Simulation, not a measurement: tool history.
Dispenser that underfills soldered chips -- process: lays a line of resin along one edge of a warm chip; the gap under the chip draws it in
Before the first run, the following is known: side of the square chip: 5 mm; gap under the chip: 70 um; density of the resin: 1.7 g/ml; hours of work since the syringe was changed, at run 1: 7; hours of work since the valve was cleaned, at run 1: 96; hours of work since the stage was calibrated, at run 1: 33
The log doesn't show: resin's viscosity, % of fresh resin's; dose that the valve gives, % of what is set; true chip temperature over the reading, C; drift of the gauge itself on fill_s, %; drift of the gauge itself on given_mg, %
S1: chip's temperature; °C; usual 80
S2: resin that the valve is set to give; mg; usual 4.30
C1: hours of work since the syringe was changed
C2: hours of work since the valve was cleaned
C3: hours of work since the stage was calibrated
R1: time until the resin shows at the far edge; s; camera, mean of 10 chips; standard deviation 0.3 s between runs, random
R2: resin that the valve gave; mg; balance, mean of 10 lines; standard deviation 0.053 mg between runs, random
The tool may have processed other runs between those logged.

run    day  S1    S2  C1   C2   C3   R1    R2
  1  0.000  80  4.30   7   96   33  5.2  3.91
  2  0.104  80  4.30   9   98   35  6.0  3.96
     0.208  -- new syringe of resin
  3  0.221  80  4.30   0  100   37  4.3  3.95
  4  0.354  80  4.44   3  103   39  4.9  3.99
  5  0.475  80  4.44   5  105   41  5.0  4.00
  6  0.704  88  4.30   9  110   46  4.5  3.95
     0.808  -- new syringe of resin
  7  0.875  80  4.26   1  113   49  4.3  3.81
  8  1.088  80  4.26   5  117   53  5.1  3.92
  9  1.250  80  4.26   8  120   56  5.9  3.83
     1.404  -- new syringe of resin
 10  1.450  80  4.26   1  123   59  4.5  3.78
 11  1.617  80  4.26   4  126   63  4.5  3.77
 12  1.854  94  4.30   9  131   67  3.9  3.87
     2.012  -- new syringe of resin
 13  2.104  94  4.30   2  135   72  2.5  3.77
 14  2.283  94  4.30   5  139   75  3.6  3.83
 15  2.512  80  4.30   9  143   79  5.9  3.88
     2.621  -- new syringe of resin
 16  2.708  80  4.30   2  147   83  4.1  3.82
     2.812  -- dispensing valve cleaned and set on the balance
 17  2.942  80  4.30   5    2   87  5.3  4.29
 18  3.054  91  5.25   7    5   89  2.9  5.24
 19  3.183  75  4.59  10    7   91  6.6  4.63
     3.262  -- new syringe of resin
 20  3.312  77  5.13   1    9   93  4.6  5.18
 21  3.438  91  5.31   3   12   96  2.9  5.33
 22  3.562  71  4.75   6   14   98  7.2  4.67
 23  3.783  71  4.75  10   18  102  8.1  4.74
     3.871  -- new syringe of resin
 24  3.958  83  5.13   2   21  105  4.0  5.07
 25  4.150  83  5.13   5   25  109  4.7  5.07
 26  4.271  93  4.82   8   27  111  2.8  4.72
     4.475  -- new syringe of resin
 27  4.475  78  4.15   0   31  115  4.0  4.06
 28  4.612  87  4.32   3   33  118  3.4  4.12
 29  4.775  77  4.83   6   37  121  5.7  4.74
 30  4.883  69  4.75   8   39  123  7.6  4.61
 31  5.017  89  5.44  10   41  125  3.5  5.41

Take each entry between the runs: how does the hidden state at the last listed run before it differ from the hidden state at the first listed run after it?
From run 2 to run 3: new syringe of resin (day 0.208)
  resin's viscosity, % of fresh resin's: 135.8 -> 100.4; dose that the valve gives, % of what is set: 92.11 -> 91.95; true chip temperature over the reading, C: 0.25 -> 0.27
  measured minus no-state result, R1: +1.6 -> +0.1 s; R2: -0.34 -> -0.35 mg
From run 6 to run 7: new syringe of resin (day 0.808)
  resin's viscosity, % of fresh resin's: 134.6 -> 104.3; dose that the valve gives, % of what is set: 91.25 -> 91.03; true chip temperature over the reading, C: 0.33 -> 0.35
  measured minus no-state result, R1: +1.2 -> +0.2 s; R2: -0.38 -> -0.38 mg
From run 9 to run 10: new syringe of resin (day 1.404)
  resin's viscosity, % of fresh resin's: 130.9 -> 102.4; dose that the valve gives, % of what is set: 90.48 -> 90.23; true chip temperature over the reading, C: 0.4 -> 0.43
  measured minus no-state result, R1: +1.4 -> +0.1 s; R2: -0.40 -> -0.41 mg
From run 12 to run 13: new syringe of resin (day 2.012)
  resin's viscosity, % of fresh resin's: 131 -> 105.9; dose that the valve gives, % of what is set: 89.66 -> 89.32; true chip temperature over the reading, C: 0.48 -> 0.51
  measured minus no-state result, R1: +0.9 -> +0.2 s; R2: -0.44 -> -0.45 mg
From run 15 to run 16: new syringe of resin (day 2.621)
  resin's viscosity, % of fresh resin's: 135.2 -> 105.2; dose that the valve gives, % of what is set: 88.76 -> 88.5; true chip temperature over the reading, C: 0.57 -> 0.59
  measured minus no-state result, R1: +1.5 -> +0.3 s; R2: -0.48 -> -0.49 mg
From run 16 to run 17: dispensing valve cleaned and set on the balance (day 2.812)
  resin's viscosity, % of fresh resin's: 105.2 -> 118.2; dose that the valve gives, % of what is set: 88.5 -> 100.41; true chip temperature over the reading, C: 0.59 -> 0.61
  measured minus no-state result, R1: +0.3 -> +0.6 s; R2: -0.49 -> +0.02 mg
From run 19 to run 20: new syringe of resin (day 3.262)
  resin's viscosity, % of fresh resin's: 137 -> 103.7; dose that the valve gives, % of what is set: 100.06 -> 99.9; true chip temperature over the reading, C: 0.65 -> 0.66
  measured minus no-state result, R1: +1.7 -> +0.1 s; R2: +0.00 -> -0.01 mg
From run 23 to run 24: new syringe of resin (day 3.871)
  resin's viscosity, % of fresh resin's: 137.9 -> 105.6; dose that the valve gives, % of what is set: 99.23 -> 99; true chip temperature over the reading, C: 0.72 -> 0.75
  measured minus no-state result, R1: +2.0 -> +0.1 s; R2: -0.03 -> -0.05 mg
From run 26 to run 27: new syringe of resin (day 4.475)
  resin's viscosity, % of fresh resin's: 127.6 -> 100.9; dose that the valve gives, % of what is set: 98.55 -> 98.28; true chip temperature over the reading, C: 0.79 -> 0.81
  measured minus no-state result, R1: +0.6 -> +0.0 s; R2: -0.07 -> -0.07 mg
